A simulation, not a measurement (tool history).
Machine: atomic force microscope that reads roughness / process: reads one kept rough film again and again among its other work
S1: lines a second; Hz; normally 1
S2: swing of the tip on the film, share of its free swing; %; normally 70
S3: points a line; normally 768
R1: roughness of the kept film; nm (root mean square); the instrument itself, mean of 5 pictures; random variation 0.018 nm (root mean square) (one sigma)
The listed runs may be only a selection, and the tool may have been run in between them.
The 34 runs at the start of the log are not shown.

Run 35, hour 1495.8: usual settings but S1 0.54 Hz, S2 89 %, S3 846. Result: R1 3.954 nm (root mean square).
Run 36, hour 1555.4: usual settings but S1 0.53 Hz, S2 89 %, S3 721. Result: R1 3.862 nm (root mean square).
At hour 1592.3: new tip fitted.
Run 37, hour 1615.8: usual settings but S1 2.92 Hz, S2 66 %, S3 325. Result: R1 3.899 nm (root mean square).
Run 38, hour 1653.5: usual settings but S1 2.95 Hz, S2 63 %, S3 336. Result: R1 3.888 nm (root mean square).
Run 39, hour 1690.1: usual settings but S1 2.95 Hz, S2 63 %, S3 336. Result: R1 3.848 nm (root mean square).
Run 40, hour 1722.3: usual settings but S1 2.95 Hz, S2 63 %, S3 336. Result: R1 3.771 nm (root mean square).
Run 41, hour 1770: usual settings but S1 1.84 Hz, S2 86 %, S3 336. Result: R1 3.302 nm (root mean square).
At hour 1815.5: new tip fitted.
Run 42, hour 1832.7: usual settings but S2 61 %, S3 962. Result: R1 4.371 nm (root mean square).
Run 43, hour 1872.3: usual settings but S2 61 %, S3 962. Result: R1 4.283 nm (root mean square).
Run 44, hour 1911.3: usual settings but S1 2.78 Hz, S2 68 %. Result: R1 3.727 nm (root mean square).
Run 45, hour 1952.4: usual settings but S1 1.05 Hz, S2 68 %, S3 685. Result: R1 4.048 nm (root mean square).
Run 46, hour 2005.9: usual settings but S1 0.7 Hz, S2 65 %, S3 312. Result: R1 4.085 nm (root mean square).
Run 47, hour 2033.1: usual settings but S1 0.7 Hz, S2 65 %, S3 312. Result: R1 4.013 nm (root mean square).
At hour 2038.2: new tip fitted.
Run 48, hour 2068.6: usual settings but S1 0.7 Hz, S2 65 %, S3 312. Result: R1 4.38 nm (root mean square).
Run 49, hour 2114.2: usual settings but S1 0.79 Hz, S2 86 %, S3 921. Result: R1 3.955 nm (root mean square).
Run 50, hour 2157.8: usual settings but S1 0.79 Hz, S2 86 %, S3 921. Result: R1 3.871 nm (root mean square).

Each row is a separate what-if for the run after 50, all from the same tool condition, not one after another. Results?
Run A, hour 2213.2: usual settings but S1 0.79 Hz, S2 67 %, S3 921. Result: R1 ?.
Run B, hour 2213.2: usual settings but S1 3.06 Hz, S2 57 %, S3 332. Result: R1 ?.
Run C, hour 2213.2: usual settings but S2 74 %. Result: R1 ?.

run     R1
  A  4.073
  B  3.874
  C   3.92
With no hidden state in the tool, these same runs would have given:
run     R1
  A  4.378
  B  4.165
  C  4.214

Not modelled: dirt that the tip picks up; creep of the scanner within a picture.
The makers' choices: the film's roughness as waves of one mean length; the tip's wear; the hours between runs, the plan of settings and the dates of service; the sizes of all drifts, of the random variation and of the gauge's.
